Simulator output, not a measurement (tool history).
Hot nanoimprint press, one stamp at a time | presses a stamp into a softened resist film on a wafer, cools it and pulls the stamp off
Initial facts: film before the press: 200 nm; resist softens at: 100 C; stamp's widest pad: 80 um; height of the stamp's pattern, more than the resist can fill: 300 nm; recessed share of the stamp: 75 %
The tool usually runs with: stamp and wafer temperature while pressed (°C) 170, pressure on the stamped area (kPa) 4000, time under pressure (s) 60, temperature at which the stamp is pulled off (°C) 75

run,hour,stamp and wafer temperature while pressed (°C),pressure on the stamped area (kPa),time under pressure (s),temperature at which the stamp is pulled off (°C),resist left under the stamp's widest pad (nm),greatest force while the stamp is pulled off (N)
1,0,170,4000,60,75,110.6,173
2,39.2,170,4000,60,75,110.6,176.4
3,71.5,170,4000,60,75,110.3,178.1
# hour 82.9: stamp cleaned and given a new release coat
4,119.9,170,3570,60,75,114.9,164.5
# hour 129.5: plate thermocouple calibrated
5,155,170,3570,60,75,112.9,164.8
6,200.7,160,6210,60,75,121.9,167.4
7,269.6,160,6210,60,75,121.8,170
# hour 299.4: plate thermocouple calibrated, once more
8,332.2,174,5520,60,72,89.1,194.3
9,382.8,178,3630,102,73,76.9,189.2
# hour 393.2: stamp cleaned and given a new release coat
10,450.9,170,3080,60,62,123.6,224.5

Below are 5 alternative next runs, each starting from the tool's condition after run 10. Predict each:
A,496.5,170,4000,32,76,?,?
B,496.5,170,2940,34,63,?,?
C,496.5,170,3240,60,62,?,?
D,496.5,161,3440,60,76,?,?
E,496.5,170,3080,47,62,?,?

run,resist left under the stamp's widest pad (nm),greatest force while the stamp is pulled off (N)
A,135.7,166.9
B,145.4,224.7
C,121.5,229.1
D,146.5,167.3
E,132.3,227
What these runs would have given with no unlogged condition in the tool:
run,resist left under the stamp's widest pad (nm),greatest force while the stamp is pulled off (N)
A,135.5,164.5
B,145.6,220.9
C,121.6,225.2
D,146.8,164.9
E,132.4,223

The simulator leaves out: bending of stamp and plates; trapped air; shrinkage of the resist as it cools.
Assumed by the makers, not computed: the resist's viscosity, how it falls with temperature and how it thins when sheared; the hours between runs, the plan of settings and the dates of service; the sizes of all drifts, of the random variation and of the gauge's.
